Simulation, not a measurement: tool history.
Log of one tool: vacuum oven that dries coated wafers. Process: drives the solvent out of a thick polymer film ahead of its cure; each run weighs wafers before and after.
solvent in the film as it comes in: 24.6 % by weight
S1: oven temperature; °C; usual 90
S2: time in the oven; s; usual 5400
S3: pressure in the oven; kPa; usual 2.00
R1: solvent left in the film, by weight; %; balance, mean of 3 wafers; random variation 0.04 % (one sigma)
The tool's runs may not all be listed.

run,hour,S1,S2,S3,R1
1,0.0,90,5400,2.00,3.37
2,117.5,90,5400,2.00,3.36
3,214.7,90,5400,2.00,3.40
4,307.9,90,5400,1.00,2.82
5,360.9,90,5400,1.00,2.74
6,461.7,90,5400,1.00,2.80
7,513.3,90,5400,1.00,2.86
8,569.1,90,5400,1.00,2.95
9,623.7,90,5400,1.62,3.33
10,739.9,90,5760,2.00,3.30
11,860.7,90,5760,2.00,3.45
12,939.2,90,5400,3.20,4.59
13,1045.6,90,5400,1.60,3.51
14,1104.4,90,5400,1.60,3.61
15,1229.0,90,5400,1.60,3.56
# hour 1311.7: oven's thermocouples calibrated
16,1350.3,87,5400,2.00,4.22
17,1401.6,87,5400,2.00,4.31
18,1503.9,87,5400,2.00,4.42
19,1565.1,87,5400,2.00,4.40
20,1667.2,87,5400,2.00,4.46
21,1759.1,87,5400,2.00,4.46
22,1843.8,87,5400,2.00,4.53
# hour 1936.2: vacuum gauge cleaned of residue and calibrated
23,1939.0,90,6660,2.00,2.44
24,2010.0,90,6240,3.75,3.94
25,2097.1,90,6240,3.75,3.93
26,2219.9,81,3480,2.00,10.53
27,2274.1,90,5400,1.29,2.89
28,2370.2,90,5400,1.29,2.92
29,2495.2,97,9480,2.00,1.27
30,2599.9,97,9480,2.00,1.28
31,2705.6,90,5400,6.86,6.82
32,2757.4,86,3900,3.88,8.53
33,2871.7,86,3900,3.88,8.65
34,2965.8,89,5400,2.00,4.10
35,3052.4,89,5400,2.00,4.03
36,3176.6,88,5400,2.00,4.73
37,3255.5,93,4200,4.53,5.38
38,3320.1,86,4200,4.53,8.91
# hour 3402.9: oven's thermocouples calibrated
39,3439.2,83,7140,7.02,9.18
40,3493.5,94,5760,1.06,1.55
41,3601.3,94,5760,1.06,1.53
42,3689.8,89,9480,2.30,2.35
43,3767.4,93,7620,4.73,3.65
44,3862.2,97,3000,3.01,4.26
45,3951.0,97,3000,3.01,4.22
46,4002.8,103,3000,3.01,2.37

4 ways to go on from here, each from the tool as it stands after run 46. What would each give?
A,4097.7,90,5400,6.59,?
B,4097.7,85,4920,2.14,?
C,4097.7,76,5400,2.00,?
D,4097.7,103,3360,2.45,?

run,R1
A,6.92
B,6.42
C,10.69
D,1.94
Without the tool's hidden state the same runs would have given:
run,R1
A,6.33
B,5.76
C,9.95
D,1.65

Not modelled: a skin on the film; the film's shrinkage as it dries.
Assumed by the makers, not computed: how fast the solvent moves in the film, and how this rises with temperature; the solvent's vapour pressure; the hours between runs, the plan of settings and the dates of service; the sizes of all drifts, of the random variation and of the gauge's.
